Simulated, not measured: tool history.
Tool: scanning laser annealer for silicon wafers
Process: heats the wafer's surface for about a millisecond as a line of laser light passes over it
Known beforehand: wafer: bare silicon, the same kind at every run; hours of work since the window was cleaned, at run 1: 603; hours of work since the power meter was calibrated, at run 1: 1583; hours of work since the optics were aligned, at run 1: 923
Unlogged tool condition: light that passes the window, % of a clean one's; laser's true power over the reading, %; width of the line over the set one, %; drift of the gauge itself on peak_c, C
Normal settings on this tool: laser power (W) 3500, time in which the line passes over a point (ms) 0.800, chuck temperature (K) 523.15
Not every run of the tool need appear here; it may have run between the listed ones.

run   hour  laser power (W)  time in which the line passes over a point (ms)  chuck temperature (K)  hours of work since the window was cleaned  hours of work since the power meter was calibrated  hours of work since the optics were aligned  highest temperature of the surface (K)
  1    0.0             3500                                            0.800                 523.15                                         603                                                1583                                          923                                 1336.15
      24.7  -- window over the wafer cleaned
  2   40.9             3342                                            0.800                 523.15                                           8                                                1603                                          943                                 1301.15
  3   75.9             3500                                            0.800                 554.15                                          26                                                1621                                          961                                 1368.15
  4  124.4             3500                                            0.800                 554.15                                          51                                                1645                                          985                                 1366.15
  5  192.5             3500                                            0.800                 554.15                                          85                                                1680                                         1020                                 1367.15
  6  250.0             3500                                            0.800                 523.15                                         114                                                1709                                         1049                                 1334.15
  7  283.6             3500                                            0.814                 523.15                                         131                                                1726                                         1066                                 1343.15
  8  317.5             3500                                            0.814                 523.15                                         149                                                1743                                         1083                                 1348.15
  9  362.5             3500                                            0.814                 523.15                                         172                                                1766                                         1106                                 1344.15
 10  437.1             3500                                            0.814                 523.15                                         209                                                1804                                         1144                                 1348.15
 11  504.6             3500                                            0.814                 523.15                                         244                                                1838                                         1178                                 1344.15
 12  552.5             3500                                            0.814                 523.15                                         268                                                1863                                         1203                                 1345.15
 13  606.2             3064                                            0.649                 523.15                                         295                                                1890                                         1230                                 1167.15
 14  679.2             3064                                            0.649                 523.15                                         332                                                1927                                         1267                                 1168.15
     708.6  -- optics aligned, line set to its width
 15  723.5             3064                                            0.649                 523.15                                         352                                                1947                                            8                                 1167.15
 16  763.3             3500                                            0.901                 523.15                                         373                                                1967                                           28                                 1386.15
 17  797.3             3023                                            0.702                 559.15                                         390                                                1984                                           45                                 1221.15
 18  837.3             3472                                            0.758                 534.15                                         410                                                2005                                           65                                 1320.15
 19  901.7             3472                                            0.758                 534.15                                         443                                                2037                                           98                                 1318.15
 20  969.7             3472                                            0.758                 549.15                                         477                                                2072                                          133                                 1336.15

What if the next run were any one of these 3? Each begins from the tool's condition after run 20:
  A  1015.8             3073                                            0.774                 549.15                                         501                                                2095                                          156                                       ?
  B  1015.8             3500                                            0.906                 523.15                                         501                                                2095                                          156                                       ?
  C  1015.8             3500                                            0.913                 552.15                                         501                                                2095                                          156                                       ?

run  highest temperature of the surface (K)
  A                                 1254.15
  B                                 1390.15
  C                                 1424.15
Had the tool no hidden state, the same runs would have come out as:
run  highest temperature of the surface (K)
  A                                 1254.15
  B                                 1390.15
  C                                 1424.15
